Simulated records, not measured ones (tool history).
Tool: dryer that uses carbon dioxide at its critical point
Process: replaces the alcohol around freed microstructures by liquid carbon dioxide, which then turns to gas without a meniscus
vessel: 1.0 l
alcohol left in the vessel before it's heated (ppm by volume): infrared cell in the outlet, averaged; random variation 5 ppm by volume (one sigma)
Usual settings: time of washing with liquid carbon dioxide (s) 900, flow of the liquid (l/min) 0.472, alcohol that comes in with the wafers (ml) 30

run	day	time of washing with liquid carbon dioxide (s)	flow of the liquid (l/min)	alcohol that comes in with the wafers (ml)	alcohol left in the vessel before it's heated (ppm by volume)
1	0.000	900	0.472	30	115
2	1.396	900	0.472	30	117
3	2.812	900	0.472	30	116
4	4.150	900	0.472	30	117
5	5.596	900	0.472	30	134
6	6.933	900	0.472	30	141
7	8.258	900	0.472	30	127
8	9.621	900	0.472	30	145
9	10.633	900	0.472	30	141
10	11.275	900	0.440	30	184
11	12.433	900	0.440	30	179
12	13.446	900	0.440	30	179
13	14.912	900	0.440	30	198
14	15.842	900	0.440	114	416
15	16.812	900	0.348	114	1288
16	17.696	900	0.348	114	1289
17	18.808	900	0.348	114	1295
18	19.788	900	0.472	30	168
19	20.667	900	0.390	30	299
20	21.562	960	0.472	30	168
21	22.400	960	0.700	30	127
22	23.354	1320	0.472	30	121
23	24.375	1320	0.319	63	285
24	25.142	900	0.344	30	498
25	26.388	900	0.344	30	522
26	27.604	900	0.472	95	339
27	28.471	900	0.472	95	356
28	29.304	900	0.706	24	132
29	30.517	900	0.477	74	308
30	31.367	780	0.425	30	421
31	31.992	780	0.425	114	1228
32	33.462	1320	0.497	48	144
# day 33.862: inlet filter changed
33	34.338	720	0.497	27	244
34	35.233	720	0.497	27	243
35	36.508	900	0.472	30	204
36	37.117	720	0.323	28	936
37	38.112	960	0.523	82	177
38	39.421	720	0.309	21	850
39	40.400	720	0.309	21	873
40	41.371	1020	0.410	34	211

5 ways to go on from here, each from the tool as it stands after run 40. What would each give?
A	42.558	900	0.410	34	?
B	42.558	1020	0.315	34	?
C	42.558	900	0.477	62	?
D	42.558	660	0.367	118	?
E	42.558	720	0.613	30	?

run	alcohol left in the vessel before it's heated (ppm by volume)
A	270
B	437
C	241
D	3049
E	195
Without the tool's hidden state the same runs would have given:
run	alcohol left in the vessel before it's heated (ppm by volume)
A	98
B	238
C	67
D	2582
E	29

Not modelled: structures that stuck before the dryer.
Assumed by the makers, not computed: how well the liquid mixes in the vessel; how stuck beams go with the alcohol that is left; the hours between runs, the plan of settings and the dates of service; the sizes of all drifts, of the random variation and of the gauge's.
